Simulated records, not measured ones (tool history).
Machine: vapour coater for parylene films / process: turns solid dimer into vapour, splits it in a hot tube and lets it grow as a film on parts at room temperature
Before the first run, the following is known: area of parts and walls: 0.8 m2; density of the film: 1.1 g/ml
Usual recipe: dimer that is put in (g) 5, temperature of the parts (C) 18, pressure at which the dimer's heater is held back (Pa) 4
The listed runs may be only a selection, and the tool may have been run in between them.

run,hour,dimer that is put in (g),temperature of the parts (C),pressure at which the dimer's heater is held back (Pa),thickness of the film (nm)
1,0,5,18,4,2400
# hour 23.6: trap's valve overhauled
2,65.4,5,18,4,2590
3,129.9,5,18,4,2550
4,203.7,5,18,4,2570
5,269,5,18,4,2510
6,339.2,5,18,7.61,2200
7,378.5,5,12,7.47,2830
8,426.6,5,18,2.06,2690
9,477.3,3,13,5.93,1640
10,539,3,13,5.93,1660
11,581.7,4,13,6.37,2150

Below are 3 alternative next runs, each starting from the tool's condition after run 11. Predict each:
# hour 624.2: trap's valve overhauled
A,625.7,5,18,4,?
# hour 624.2: trap's valve overhauled
B,625.7,6,16,5.44,?
# hour 624.2: trap's valve overhauled
C,625.7,5,18,4.14,?

run,thickness of the film (nm)
A,2580
B,3250
C,2580
What these runs would have given with no unlogged condition in the tool:
run,thickness of the film (nm)
A,2760
B,3480
C,2750

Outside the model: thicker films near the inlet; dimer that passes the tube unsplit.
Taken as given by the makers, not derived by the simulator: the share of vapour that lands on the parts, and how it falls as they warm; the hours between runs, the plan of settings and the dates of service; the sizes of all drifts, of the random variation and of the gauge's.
